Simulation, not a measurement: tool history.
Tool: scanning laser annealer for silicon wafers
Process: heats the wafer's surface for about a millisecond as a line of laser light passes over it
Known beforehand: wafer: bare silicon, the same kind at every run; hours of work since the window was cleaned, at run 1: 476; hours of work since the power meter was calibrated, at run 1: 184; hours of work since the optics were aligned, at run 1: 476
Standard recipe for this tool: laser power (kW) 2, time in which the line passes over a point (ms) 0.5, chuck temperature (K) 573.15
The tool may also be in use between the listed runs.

run    hour  laser power (kW)  time in which the line passes over a point (ms)  chuck temperature (K)  hours of work since the window was cleaned  hours of work since the power meter was calibrated  hours of work since the optics were aligned  highest temperature of the surface (K)
  1       0                 2                                              0.5                 573.15                                         476                                                 184                                          476                                 1252.15
  2      45                 2                                              0.5                 573.15                                         499                                                 207                                          499                                 1252.15
  3   104.5                 2                                              0.5                 535.15                                         528                                                 237                                          528                                 1213.15
  4   166.5                 2                                              0.5                 535.15                                         559                                                 268                                          559                                 1212.15
  5   198.4                 2                                              0.5                 580.15                                         575                                                 283                                          575                                 1256.15
  6   265.9                 2                                              0.5                 580.15                                         609                                                 317                                          609                                 1256.15
  7   307.9             1.981                                              0.5                 573.15                                         630                                                 338                                          630                                 1239.15
  8   354.8                 2                                              0.5                 573.15                                         653                                                 361                                          653                                 1244.15
  9   424.6                 2                                              0.5                 573.15                                         688                                                 396                                          688                                 1241.15
      432.6  -- window over the wafer cleaned
 10   467.8                 2                                              0.5                 573.15                                          18                                                 417                                          708                                 1271.15
 11   529.7                 2                                            0.423                 573.15                                          48                                                 448                                          739                                 1206.15
 12   567.9                 2                                            0.423                 573.15                                          67                                                 467                                          758                                 1203.15
 13   600.3                 2                                            0.423                 573.15                                          84                                                 483                                          775                                 1203.15
 14   665.1                 2                                            0.423                 573.15                                         116                                                 515                                          807                                 1200.15
 15   715.5                 2                                            0.423                 573.15                                         141                                                 540                                          832                                 1198.15
 16   787.9                 2                                            0.423                 573.15                                         177                                                 576                                          868                                 1197.15
 17   838.8                 2                                            0.376                 563.15                                         203                                                 602                                          893                                 1145.15
 18   904.7             2.076                                            0.462                 596.15                                         235                                                 635                                          926                                 1283.15
 19   952.2             1.936                                            0.599                 596.15                                         259                                                 658                                          950                                 1329.15
      958.3  -- laser's power meter calibrated
 20  1004.6             1.936                                            0.599                 596.15                                         284                                                  23                                          975                                 1329.15
 21  1034.8                 2                                            0.577                 573.15                                         299                                                  38                                          990                                 1319.15
 22  1076.1             1.906                                              0.5                 610.15                                         319                                                  59                                         1010                                 1255.15
 23    1123             1.906                                              0.5                 610.15                                         343                                                  82                                         1034                                 1255.15
 24  1170.8             1.885                                              0.5                 540.15                                         367                                                 106                                         1058                                 1173.15
 25  1202.6             1.885                                              0.5                 540.15                                         382                                                 122                                         1073                                 1177.15
 26  1237.1              1.91                                            0.505                 592.15                                         400                                                 139                                         1091                                 1241.15
     1269.9  -- laser's power meter calibrated, once more
 27  1271.5              1.72                                            0.468                 580.15                                         415                                                   1                                         1106                                 1127.15

Here are 4 independent what-if runs from the current tool condition. What would each one return?
  A  1313.5                 2                                            0.399                 573.15                                         436                                                  22                                         1127                                       ?
  B  1313.5             2.042                                            0.468                 580.15                                         436                                                  22                                         1127                                       ?
  C  1313.5              1.72                                            0.464                 550.15                                         436                                                  22                                         1127                                       ?
  D  1313.5             1.774                                            0.434                 580.15                                         436                                                  22                                         1127                                       ?

run  highest temperature of the surface (K)
  A                                 1166.15
  B                                 1242.15
  C                                 1091.15
  D                                 1123.15
Without the tool's hidden state the same runs would have given:
run  highest temperature of the surface (K)
  A                                 1194.15
  B                                 1274.15
  C                                 1117.15
  D                                 1149.15
